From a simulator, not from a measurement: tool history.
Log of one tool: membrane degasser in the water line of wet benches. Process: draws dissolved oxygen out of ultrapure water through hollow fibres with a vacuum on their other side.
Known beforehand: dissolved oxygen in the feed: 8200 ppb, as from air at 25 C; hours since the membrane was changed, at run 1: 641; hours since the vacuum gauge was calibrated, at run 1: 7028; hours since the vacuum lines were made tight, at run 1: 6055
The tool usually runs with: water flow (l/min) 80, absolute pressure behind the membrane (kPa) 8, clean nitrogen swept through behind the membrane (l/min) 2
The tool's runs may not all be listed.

run,day,water flow (l/min),absolute pressure behind the membrane (kPa),clean nitrogen swept through behind the membrane (l/min),hours since the membrane was changed,hours since the vacuum gauge was calibrated,hours since the vacuum lines were made tight,dissolved oxygen in the water behind the degasser (ppb),pressure that the water loses in the fibres (kPa)
1,0,80,8,2,641,7028,6055,537.9,35.35
2,10.079,80,8,2,882,7270,6297,552.6,35.53
3,23.112,80,8,2,1195,7582,6610,556.1,35.92
4,30.983,80,8,2,1384,7771,6799,563.2,36.12
5,43.854,80,8,2,1693,8080,7108,551.2,36.14
6,55.662,80,8,4.23,1976,8364,7391,375,35.85
# day 56.7: vacuum gauge calibrated
7,63.95,80,8,4.23,2175,174,7589,390,36.24
8,73.592,80,7.8,4.23,2406,405,7821,382.3,36.35
9,83.233,119,8,2,2638,637,8052,911,53.9
# day 85.096: vacuum gauge calibrated, once more
10,98.429,119,8,2,3002,320,8416,852.8,54.13
11,105.471,62,8,2,3171,489,8585,387.5,28.29
12,117.775,80,8,5.93,3466,784,8881,319.7,36.45
13,131.492,79,8,2,3795,1113,9210,529.5,36.21
14,140.662,92,10.56,5.24,4015,1334,9430,511.1,42.23
# day 151.938: seals of the vacuum lines changed
15,154.608,103,11.99,2,4348,1666,64,1051.3,47.56
16,162.1,103,11.99,2,4528,1846,244,1070.4,47.53
17,176.104,103,11.99,2,4864,2182,580,1066.7,47.9
18,189.642,103,11.99,2,5189,2507,905,1078.4,48.11
19,200.933,102,5.45,2.02,5460,2778,1176,535.5,47.73
20,209.633,113,8,4.07,5669,2987,1385,639.5,53.25
21,223.908,64,15.02,3.22,6011,3329,1727,598.5,29.85
22,238.204,52,12.11,3.22,6354,3673,2070,378.3,24.29
23,248.971,52,12.11,3.22,6613,3931,2329,383.4,24.45

Forecast each of these 5 alternatives for the next run:
A,258.579,72,12.11,1.04,6843,4162,2559,?,?
B,258.579,124,12.35,3.22,6843,4162,2559,?,?
C,258.579,57,15.82,0.86,6843,4162,2559,?,?
D,258.579,55,8.58,1.48,6843,4162,2559,?,?
E,258.579,80,8,0.93,6843,4162,2559,?,?

run,dissolved oxygen in the water behind the degasser (ppb),pressure that the water loses in the fibres (kPa)
A,1125.8,34.14
B,1082.6,58.48
C,1382.2,27.03
D,482.3,25.8
E,823.4,37.96
Stripped of hidden state, with their random variation kept, the same runs would have yielded:
run,dissolved oxygen in the water behind the degasser (ppb),pressure that the water loses in the fibres (kPa)
A,1075.1,31.96
B,996.4,54.73
C,1346.5,25.3
D,447.5,24.13
E,759,35.54
